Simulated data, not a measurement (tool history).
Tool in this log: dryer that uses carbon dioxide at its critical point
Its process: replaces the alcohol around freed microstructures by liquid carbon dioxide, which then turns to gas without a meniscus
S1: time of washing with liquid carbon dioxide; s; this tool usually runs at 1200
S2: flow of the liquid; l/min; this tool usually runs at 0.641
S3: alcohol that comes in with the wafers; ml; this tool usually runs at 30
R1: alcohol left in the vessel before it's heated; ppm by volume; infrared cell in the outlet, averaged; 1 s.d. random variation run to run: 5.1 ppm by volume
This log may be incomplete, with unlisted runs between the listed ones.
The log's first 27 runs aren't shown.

| run | day | S1 | S2 | S3 | R1 |
|---|---|---|---|---|---|
| 28 | 25.058 | 1200 | 0.980 | 64 | 128 |
|  | 25.379 | inlet filter changed |
| 29 | 25.688 | 1200 | 0.766 | 35 | 142 |
| 30 | 26.808 | 1200 | 0.766 | 35 | 148 |
| 31 | 27.512 | 1200 | 0.766 | 35 | 144 |
| 32 | 28.492 | 1200 | 0.415 | 20 | 382 |
| 33 | 29.371 | 1020 | 0.641 | 62 | 410 |
| 34 | 30.088 | 1020 | 0.641 | 62 | 408 |
| 35 | 31.054 | 1200 | 0.641 | 30 | 192 |
| 36 | 31.979 | 780 | 0.938 | 28 | 218 |
| 37 | 32.867 | 1560 | 0.737 | 59 | 151 |
| 38 | 33.617 | 840 | 0.567 | 30 | 640 |
| 39 | 34.708 | 780 | 0.570 | 44 | 1095 |
| 40 | 35.662 | 780 | 0.570 | 44 | 1103 |
| 41 | 36.271 | 780 | 0.570 | 44 | 1130 |
| 42 | 37.517 | 1380 | 0.641 | 30 | 209 |
| 43 | 38.433 | 1200 | 0.996 | 30 | 182 |
| 44 | 39.117 | 1200 | 0.996 | 49 | 180 |
| 45 | 40.008 | 1200 | 0.996 | 21 | 183 |
| 46 | 40.562 | 1860 | 0.546 | 21 | 181 |
| 47 | 41.479 | 1860 | 0.546 | 21 | 196 |

Predict each of these 4 candidate next runs independently; none follows another, all start after run 47:
| A | 42.275 | 1140 | 0.581 | 39 | ? |
| B | 42.275 | 720 | 0.514 | 50 | ? |
| C | 42.275 | 1200 | 0.907 | 78 | ? |
| D | 42.275 | 1860 | 0.415 | 55 | ? |

| run | R1 |
|---|---|
| A | 414 |
| B | 2204 |
| C | 221 |
| D | 326 |
Take away the tool's hidden state, keep each run's random variation, and the runs would have read:
| run | R1 |
|---|---|
| A | 140 |
| B | 1536 |
| C | 21 |
| D | 82 |
